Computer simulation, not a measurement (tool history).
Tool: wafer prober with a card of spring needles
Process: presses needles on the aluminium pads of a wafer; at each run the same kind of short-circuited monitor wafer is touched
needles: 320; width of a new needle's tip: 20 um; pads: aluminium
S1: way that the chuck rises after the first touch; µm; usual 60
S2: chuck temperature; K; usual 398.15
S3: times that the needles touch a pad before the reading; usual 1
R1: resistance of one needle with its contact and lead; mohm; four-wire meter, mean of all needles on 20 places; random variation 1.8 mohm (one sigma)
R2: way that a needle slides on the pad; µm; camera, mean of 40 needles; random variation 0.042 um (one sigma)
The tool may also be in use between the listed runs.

run,day,S1,S2,S3,R1,R2
1,0,60,398.15,1,197,7.88
# day 0.554: tips cleaned on abrasive film
2,0.838,60,398.15,1,282,7.81
# day 1.042: tips cleaned on abrasive film
# day 1.6: tips cleaned on abrasive film
# day 1.712: height of the first contact set anew
# day 2.158: tips cleaned on abrasive film
3,2.158,60,398.15,1,200,8.15
# day 2.733: tips cleaned on abrasive film
# day 3.208: tips cleaned on abrasive film
4,3.458,60,398.15,1,259,8.13
# day 3.796: tips cleaned on abrasive film
# day 4.338: tips cleaned on abrasive film
# day 4.925: tips cleaned on abrasive film
5,5.079,60,398.15,1,250,8.07
# day 5.417: tips cleaned on abrasive film
# day 6.008: tips cleaned on abrasive film
6,6.371,60,398.15,1,290,8.04
# day 6.492: tips cleaned on abrasive film
# day 7.058: tips cleaned on abrasive film
# day 7.571: tips cleaned on abrasive film
7,7.571,60,398.15,1,199,8.05
# day 8.096: tips cleaned on abrasive film
# day 8.575: tips cleaned on abrasive film
8,9.012,60,332.15,1,317,7.94
# day 9.133: tips cleaned on abrasive film
# day 9.683: tips cleaned on abrasive film
# day 10.242: tips cleaned on abrasive film
9,10.6,60,332.15,1,304,7.96
# day 10.804: tips cleaned on abrasive film
# day 11.333: tips cleaned on abrasive film
10,11.725,60,332.15,1,310,7.9
# day 11.846: tips cleaned on abrasive film
# day 12.417: tips cleaned on abrasive film
# day 12.638: height of the first contact set anew
# day 12.971: tips cleaned on abrasive film
11,13.375,60,332.15,1,310,8.27
# day 13.496: tips cleaned on abrasive film
# day 14.067: tips cleaned on abrasive film
12,14.404,60,398.15,1,297,8.1
# day 14.608: tips cleaned on abrasive film
# day 15.083: tips cleaned on abrasive film
# day 15.65: tips cleaned on abrasive film
13,15.871,60,398.15,2,237,8.08
# day 16.204: tips cleaned on abrasive film
# day 16.733: tips cleaned on abrasive film
14,16.733,61,398.15,1,201,8.15
# day 17.292: tips cleaned on abrasive film
15,17.554,61,398.15,1,286,8.22
# day 17.796: tips cleaned on abrasive film
# day 18.379: tips cleaned on abrasive film
# day 18.946: tips cleaned on abrasive film
16,19.05,46,334.15,2,237,6.11
# day 19.492: tips cleaned on abrasive film
# day 20.071: tips cleaned on abrasive film
# day 20.625: tips cleaned on abrasive film
17,20.854,60,378.15,1,274,7.93
# day 21.208: tips cleaned on abrasive film
# day 21.733: tips cleaned on abrasive film
# day 22.258: tips cleaned on abrasive film
18,22.704,60,378.15,1,327,7.81
# day 22.825: tips cleaned on abrasive film
# day 23.358: tips cleaned on abrasive film
# day 23.604: height of the first contact set anew
# day 23.904: tips cleaned on abrasive film
19,24.308,65,378.15,1,296,8.9
# day 24.429: tips cleaned on abrasive film
# day 25.021: tips cleaned on abrasive film
# day 25.583: tips cleaned on abrasive film
# day 26.071: tips cleaned on abrasive film
20,26.071,65,378.15,1,197,8.83
# day 26.667: tips cleaned on abrasive film
# day 27.221: tips cleaned on abrasive film
21,27.425,61,322.15,2,222,8.23
# day 27.721: tips cleaned on abrasive film
# day 28.246: tips cleaned on abrasive film
# day 28.821: tips cleaned on abrasive film
# day 29.379: tips cleaned on abrasive film
22,29.379,60,398.15,2,190,8.02
# day 29.912: tips cleaned on abrasive film
# day 30.483: tips cleaned on abrasive film
23,30.825,61,340.15,2,253,8.17
# day 31.05: tips cleaned on abrasive film
# day 31.588: tips cleaned on abrasive film
# day 32.129: tips cleaned on abrasive film
# day 32.688: tips cleaned on abrasive film
24,32.688,48,310.15,2,185,6.27
# day 33.258: tips cleaned on abrasive film
25,33.675,60,398.15,1,331,7.97
# day 33.796: tips cleaned on abrasive film
# day 34.354: tips cleaned on abrasive film
# day 34.6: height of the first contact set anew
# day 34.842: tips cleaned on abrasive film
# day 35.425: tips cleaned on abrasive film
26,35.488,60,398.15,1,231,8.18
# day 35.942: tips cleaned on abrasive film
# day 36.454: tips cleaned on abrasive film
27,36.896,60,316.15,1,328,8.09
# day 37.004: tips cleaned on abrasive film
# day 37.521: tips cleaned on abrasive film
# day 38.054: tips cleaned on abrasive film
28,38.279,60,378.15,1,283,8.03
# day 38.567: tips cleaned on abrasive film
# day 39.117: tips cleaned on abrasive film
29,39.546,60,398.15,1,339,8.06

3 ways to go on from here, each from the tool as it stands after run 29. What would each give?
# day 39.662: tips cleaned on abrasive film
# day 40.204: tips cleaned on abrasive film
# day 40.775: tips cleaned on abrasive film
# day 41.35: tips cleaned on abrasive film
A,41.475,64,398.15,1,?,?
# day 39.662: tips cleaned on abrasive film
# day 40.204: tips cleaned on abrasive film
# day 40.775: tips cleaned on abrasive film
# day 41.35: tips cleaned on abrasive film
B,41.475,60,398.15,1,?,?
# day 39.662: tips cleaned on abrasive film
# day 40.204: tips cleaned on abrasive film
# day 40.775: tips cleaned on abrasive film
# day 41.35: tips cleaned on abrasive film
C,41.475,60,304.15,2,?,?

run,R1,R2
A,246,8.45
B,253,7.89
C,218,7.96
Without the tool's hidden state the same runs would have given:
run,R1,R2
A,183,8.67
B,182,8.1
C,167,8.18
